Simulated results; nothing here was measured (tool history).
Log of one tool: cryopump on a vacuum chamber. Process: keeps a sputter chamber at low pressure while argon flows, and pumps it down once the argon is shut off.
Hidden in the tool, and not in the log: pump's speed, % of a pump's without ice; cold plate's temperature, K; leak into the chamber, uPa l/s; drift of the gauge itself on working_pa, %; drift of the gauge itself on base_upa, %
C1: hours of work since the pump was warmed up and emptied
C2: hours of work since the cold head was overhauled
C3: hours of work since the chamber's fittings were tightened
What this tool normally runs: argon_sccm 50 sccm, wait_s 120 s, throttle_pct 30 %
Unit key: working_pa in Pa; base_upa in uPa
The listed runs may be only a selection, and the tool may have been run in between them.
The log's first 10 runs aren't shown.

{"run": 11, "day": 4.933, "argon_sccm": 100, "wait_s": 120, "throttle_pct": 30, "C1": 126, "C2": 126, "C3": 975, "working_pa": 0.4272, "base_upa": 1.57}
{"run": 12, "day": 5.533, "argon_sccm": 100, "wait_s": 120, "throttle_pct": 30, "C1": 139, "C2": 139, "C3": 988, "working_pa": 0.4263, "base_upa": 1.64}
{"run": 13, "day": 5.954, "argon_sccm": 100, "wait_s": 120, "throttle_pct": 30, "C1": 148, "C2": 148, "C3": 997, "working_pa": 0.4237, "base_upa": 1.6}
{"run": 14, "day": 6.538, "argon_sccm": 100, "wait_s": 120, "throttle_pct": 30, "C1": 160, "C2": 160, "C3": 1009, "working_pa": 0.4275, "base_upa": 1.57}
{"run": 15, "day": 6.938, "argon_sccm": 94, "wait_s": 120, "throttle_pct": 30, "C1": 168, "C2": 168, "C3": 1018, "working_pa": 0.4034, "base_upa": 1.57}
{"run": 16, "day": 7.529, "argon_sccm": 50, "wait_s": 120, "throttle_pct": 30, "C1": 181, "C2": 181, "C3": 1030, "working_pa": 0.2156, "base_upa": 1.67}
{"run": 17, "day": 8.142, "argon_sccm": 50, "wait_s": 120, "throttle_pct": 30, "C1": 194, "C2": 194, "C3": 1043, "working_pa": 0.2148, "base_upa": 1.63}
{"run": 18, "day": 8.479, "argon_sccm": 67, "wait_s": 60, "throttle_pct": 39, "C1": 201, "C2": 201, "C3": 1050, "working_pa": 0.2243, "base_upa": 2.6}
{"run": 19, "day": 8.821, "argon_sccm": 30, "wait_s": 58, "throttle_pct": 46, "C1": 208, "C2": 208, "C3": 1057, "working_pa": 0.0843, "base_upa": 2.67}
{"run": 20, "day": 9.417, "argon_sccm": 30, "wait_s": 58, "throttle_pct": 46, "C1": 220, "C2": 220, "C3": 1070, "working_pa": 0.0846, "base_upa": 2.69}
{"run": 21, "day": 9.7, "argon_sccm": 85, "wait_s": 158, "throttle_pct": 18, "C1": 226, "C2": 226, "C3": 1076, "working_pa": 0.6038, "base_upa": 1.42}
{"run": 22, "day": 10.192, "argon_sccm": 85, "wait_s": 158, "throttle_pct": 18, "C1": 237, "C2": 237, "C3": 1086, "working_pa": 0.6007, "base_upa": 1.43}
{"run": 23, "day": 10.608, "argon_sccm": 85, "wait_s": 22, "throttle_pct": 30, "C1": 245, "C2": 245, "C3": 1095, "working_pa": 0.3674, "base_upa": 5.89}
{"run": 24, "day": 10.896, "argon_sccm": 49, "wait_s": 48, "throttle_pct": 22, "C1": 251, "C2": 251, "C3": 1101, "working_pa": 0.2851, "base_upa": 3.1}
{"run": 25, "day": 11.529, "argon_sccm": 50, "wait_s": 120, "throttle_pct": 15, "C1": 265, "C2": 265, "C3": 1114, "working_pa": 0.4256, "base_upa": 1.65}
{"run": 26, "day": 12.112, "argon_sccm": 50, "wait_s": 120, "throttle_pct": 15, "C1": 277, "C2": 277, "C3": 1126, "working_pa": 0.4263, "base_upa": 1.73}
{"run": 27, "day": 12.633, "argon_sccm": 50, "wait_s": 32, "throttle_pct": 30, "C1": 288, "C2": 288, "C3": 1137, "working_pa": 0.2171, "base_upa": 4.12}
{"run": 28, "day": 13.025, "argon_sccm": 33, "wait_s": 120, "throttle_pct": 15, "C1": 296, "C2": 296, "C3": 1146, "working_pa": 0.2802, "base_upa": 1.7}
{"run": 29, "day": 13.408, "argon_sccm": 50, "wait_s": 120, "throttle_pct": 43, "C1": 304, "C2": 304, "C3": 1154, "working_pa": 0.1516, "base_upa": 1.69}
{"run": 30, "day": 14.062, "argon_sccm": 50, "wait_s": 120, "throttle_pct": 43, "C1": 318, "C2": 318, "C3": 1168, "working_pa": 0.1499, "base_upa": 1.72}
{"run": 31, "day": 14.396, "argon_sccm": 28, "wait_s": 120, "throttle_pct": 43, "C1": 325, "C2": 325, "C3": 1175, "working_pa": 0.0854, "base_upa": 1.74}
{"run": 32, "day": 15.062, "argon_sccm": 43, "wait_s": 161, "throttle_pct": 30, "C1": 339, "C2": 339, "C3": 1189, "working_pa": 0.1866, "base_upa": 1.51}
{"run": 33, "day": 15.583, "argon_sccm": 57, "wait_s": 120, "throttle_pct": 30, "C1": 350, "C2": 350, "C3": 1200, "working_pa": 0.2471, "base_upa": 1.74}
{"run": 34, "day": 16.025, "argon_sccm": 23, "wait_s": 84, "throttle_pct": 18, "C1": 359, "C2": 359, "C3": 1209, "working_pa": 0.164, "base_upa": 2.07}

3 ways to go on from here, each from the tool as it stands after run 34. What would each give?
{"run": "A", "day": 16.654, "argon_sccm": 48, "wait_s": 84, "throttle_pct": 31, "C1": 373, "C2": 373, "C3": 1222, "working_pa": "?", "base_upa": "?"}
{"run": "B", "day": 16.654, "argon_sccm": 23, "wait_s": 84, "throttle_pct": 33, "C1": 373, "C2": 373, "C3": 1222, "working_pa": "?", "base_upa": "?"}
{"run": "C", "day": 16.654, "argon_sccm": 23, "wait_s": 84, "throttle_pct": 15, "C1": 373, "C2": 373, "C3": 1222, "working_pa": "?", "base_upa": "?"}

run=A working_pa=0.2011 base_upa=2.15
run=B working_pa=0.0896 base_upa=2.19
run=C working_pa=0.1956 base_upa=2.25
With the hidden condition removed and each run's random variation left untouched, the same runs would have given:
run=A working_pa=0.1957 base_upa=1.52
run=B working_pa=0.0871 base_upa=1.56
run=C working_pa=0.1931 base_upa=1.6
